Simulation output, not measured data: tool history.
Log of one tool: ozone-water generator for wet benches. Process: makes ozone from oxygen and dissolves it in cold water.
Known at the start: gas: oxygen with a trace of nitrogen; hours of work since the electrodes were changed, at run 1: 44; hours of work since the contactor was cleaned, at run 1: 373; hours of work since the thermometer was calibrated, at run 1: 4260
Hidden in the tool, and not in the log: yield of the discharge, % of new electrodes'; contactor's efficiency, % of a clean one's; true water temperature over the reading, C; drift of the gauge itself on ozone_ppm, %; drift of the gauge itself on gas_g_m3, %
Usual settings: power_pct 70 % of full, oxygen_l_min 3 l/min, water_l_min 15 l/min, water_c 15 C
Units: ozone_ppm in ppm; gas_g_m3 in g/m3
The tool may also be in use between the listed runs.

| run | hour | power_pct | oxygen_l_min | water_l_min | water_c | hours of work since the electrodes were changed | hours of work since the contactor was cleaned | hours of work since the thermometer was calibrated | ozone_ppm | gas_g_m3 |
|---|---|---|---|---|---|---|---|---|---|---|
| 1 | 0 | 70 | 3 | 15 | 15 | 44 | 373 | 4260 | 18.1 | 192.2 |
| 2 | 41.6 | 70 | 4.63 | 15 | 15 | 77 | 406 | 4293 | 20.2 | 167.9 |
| 3 | 100.3 | 70 | 4.63 | 15 | 15 | 123 | 452 | 4339 | 20.1 | 166 |
| 4 | 181 | 70 | 4.63 | 15 | 15 | 186 | 515 | 4402 | 20.2 | 167.9 |
| 5 | 239.2 | 70 | 3.85 | 15 | 15 | 231 | 560 | 4447 | 18.8 | 177.7 |
| 6 | 279.3 | 70 | 3.85 | 15 | 15 | 263 | 592 | 4479 | 19.2 | 177.3 |
| 7 | 359.8 | 81 | 3 | 15 | 15 | 326 | 655 | 4542 | 19.2 | 205.1 |
| 8 | 445.2 | 70 | 3 | 15 | 11 | 392 | 721 | 4608 | 18.3 | 191.6 |
| 9 | 525.4 | 70 | 3 | 15 | 14 | 455 | 784 | 4671 | 17.9 | 192 |
| 10 | 592.6 | 70 | 3 | 17 | 15 | 508 | 837 | 4724 | 15.8 | 189.8 |
| 11 | 640.2 | 70 | 1.68 | 15 | 15 | 545 | 874 | 4761 | 13.9 | 230.6 |
| 12 | 710.4 | 70 | 3 | 15 | 15 | 600 | 929 | 4816 | 17.7 | 189.8 |
| 13 | 783.1 | 70 | 3 | 15 | 15 | 657 | 986 | 4873 | 17.5 | 190.2 |
| 14 | 868.8 | 70 | 3 | 15 | 15 | 724 | 1053 | 4940 | 17.6 | 191.2 |
| 15 | 965.3 | 70 | 3 | 15 | 15 | 799 | 1128 | 5015 | 17.5 | 189.8 |
|  | 989.8 | water thermometer calibrated |
| 16 | 1017.4 | 70 | 3 | 15 | 15 | 839 | 1168 | 22 | 17.9 | 190.6 |
| 17 | 1093.4 | 70 | 3 | 15 | 15 | 899 | 1228 | 81 | 17.7 | 192.2 |
| 18 | 1145.2 | 70 | 1.76 | 12 | 15 | 939 | 1268 | 121 | 17.9 | 224.3 |

Run 19 comes next. What will it give?
| 19 | 1240.3 | 92 | 3 | 15 | 15 | 1014 | 1343 | 196 | ? | ? |

Run 19 gave ozone_ppm 20.1 ppm, gas_g_m3 217.2 g/m3.
Without the tool's hidden state the same run would have given ozone_ppm 20.6 ppm, gas_g_m3 220.1 g/m3.
